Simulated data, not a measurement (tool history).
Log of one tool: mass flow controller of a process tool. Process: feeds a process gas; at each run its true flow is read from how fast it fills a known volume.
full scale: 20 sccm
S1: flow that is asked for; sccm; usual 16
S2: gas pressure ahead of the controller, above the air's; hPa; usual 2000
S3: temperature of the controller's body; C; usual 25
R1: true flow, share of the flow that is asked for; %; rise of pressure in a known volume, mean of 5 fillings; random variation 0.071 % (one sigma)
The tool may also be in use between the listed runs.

Run 1, hour 0: usual settings. Result: R1 96.27 %.
Run 2, hour 584.7: usual settings. Result: R1 96.26 %.
Run 3, hour 1174.8: usual settings but S2 1470 hPa. Result: R1 96.39 %.
Run 4, hour 1618.8: usual settings but S2 1470 hPa. Result: R1 96.44 %.
Run 5, hour 1952.2: usual settings but S2 1470 hPa. Result: R1 99.58 %.
Run 6, hour 2273.6: usual settings. Result: R1 99.31 %.
Run 7, hour 2583.7: usual settings. Result: R1 99.22 %.
Run 8, hour 3086.7: usual settings but S2 2720 hPa. Result: R1 98.8 %.
Run 9, hour 3606.1: usual settings but S2 2720 hPa. Result: R1 98.75 %.
Run 10, hour 3889: usual settings. Result: R1 99.19 %.
Run 11, hour 4404.6: usual settings. Result: R1 99.14 %.
Run 12, hour 4806.6: usual settings. Result: R1 98.98 %.
Run 13, hour 5108.9: usual settings. Result: R1 99.03 %.
Run 14, hour 5539.9: usual settings but S2 2030 hPa. Result: R1 98.88 %.
Run 15, hour 6015.9: usual settings but S2 2030 hPa. Result: R1 98.95 %.
Run 16, hour 6587.1: usual settings but S2 2030 hPa. Result: R1 98.86 %.
Run 17, hour 7134.2: usual settings but S2 2030 hPa. Result: R1 98.78 %.
Run 18, hour 7700.7: usual settings but S2 2030 hPa. Result: R1 98.68 %.
Run 19, hour 7977.2: usual settings but S2 2030 hPa. Result: R1 98.65 %.
Run 20, hour 8564.4: usual settings but S2 2030 hPa. Result: R1 98.64 %.
Run 21, hour 8835.3: usual settings but S2 2030 hPa. Result: R1 98.6 %.
Run 22, hour 9125.4: usual settings but S2 2030 hPa. Result: R1 98.61 %.
Run 23, hour 9686.7: usual settings but S2 2030 hPa. Result: R1 98.43 %.
Run 24, hour 10259.8: usual settings but S2 2030 hPa, S3 22 C. Result: R1 98.78 %.
Run 25, hour 10830: usual settings but S2 2030 hPa, S3 22 C. Result: R1 98.68 %.
Run 26, hour 11308.9: usual settings but S1 5 sccm, S2 1690 hPa, S3 27 C. Result: R1 98.2 %.
Run 27, hour 11697.2: usual settings but S1 12 sccm, S2 1510 hPa, S3 32 C. Result: R1 97.66 %.
Run 28, hour 11966.6: usual settings but S1 6 sccm, S2 1810 hPa. Result: R1 98.37 %.
Run 29, hour 12314.3: usual settings but S1 2 sccm, S2 2200 hPa, S3 34 C. Result: R1 100.5 %.
Run 30, hour 12782.9: usual settings but S1 2 sccm, S2 2200 hPa, S3 34 C. Result: R1 100.71 %.
Run 31, hour 13196.6: usual settings but S1 3 sccm, S2 2420 hPa. Result: R1 95.83 %.
Run 32, hour 13645.6: usual settings but S1 3 sccm, S2 2420 hPa. Result: R1 96 %.
Run 33, hour 14155.1: usual settings but S1 9 sccm, S2 2210 hPa, S3 37 C. Result: R1 95.25 %.
Run 34, hour 14601.6: usual settings but S1 9 sccm, S2 2210 hPa, S3 37 C. Result: R1 95.46 %.
Run 35, hour 14915.9: usual settings but S1 6 sccm, S3 27 C. Result: R1 96.03 %.
Run 36, hour 15272.4: usual settings but S1 4 sccm, S3 40 C. Result: R1 94.77 %.
Run 37, hour 15703.6: usual settings but S2 2540 hPa, S3 29 C. Result: R1 96.74 %.
Run 38, hour 16251.9: usual settings but S2 2540 hPa, S3 29 C. Result: R1 96.57 %.
Run 39, hour 16732.2: usual settings but S1 3 sccm, S2 2580 hPa, S3 34 C. Result: R1 95.32 %.
Run 40, hour 17287.3: usual settings but S1 3 sccm, S2 2580 hPa, S3 34 C. Result: R1 95.5 %.
Run 41, hour 17814.3: usual settings but S1 3 sccm, S2 2150 hPa, S3 34 C. Result: R1 95.74 %.
Run 42, hour 18354.8: usual settings but S1 11 sccm, S2 2610 hPa, S3 23 C. Result: R1 96.51 %.
Run 43, hour 18698.2: usual settings but S2 2610 hPa, S3 23 C. Result: R1 96.77 %.
Run 44, hour 18989.4: usual settings but S2 2610 hPa, S3 23 C. Result: R1 96.91 %.
Run 45, hour 19375: usual settings but S2 2610 hPa, S3 23 C. Result: R1 96.84 %.
Run 46, hour 19758.5: usual settings but S2 2610 hPa, S3 23 C. Result: R1 96.72 %.
Run 47, hour 20090.6: usual settings but S2 2610 hPa, S3 23 C. Result: R1 96.83 %.
Run 48, hour 20588.7: usual settings but S1 14 sccm, S2 2190 hPa, S3 36 C. Result: R1 95.35 %.
Run 49, hour 20908.7: usual settings but S1 13 sccm, S3 27 C. Result: R1 96.44 %.

Taken out of this log: 3 entries between the listed runs. Where each belongs, and how the hidden state differs across it:
Between runs 4 and 5: controller exchanged for a calibrated one (hour 1667)
  flow at rest that the sensor doesn't see, % of full scale: 0.415 -> 0.041; true flow over the shown one, %: -3.83 -> -0.17
  measured less the result without the state, R1: -3.3 -> -0.12 %
Between runs 26 and 27: controller's zero set anew (hour 11349)
  flow at rest that the sensor doesn't see, % of full scale: 0.45 -> 0.551; true flow over the shown one, %: -1.61 -> -1.67
  measured less the result without the state, R1: +0.19 -> -0.75 %
Between runs 30 and 31: controller's zero set anew, once more (hour 13153.4)
  flow at rest that the sensor doesn't see, % of full scale: 0.597 -> 0.054; true flow over the shown one, %: -1.85 -> -1.92
  measured less the result without the state, R1: +4.12 -> -1.55 %
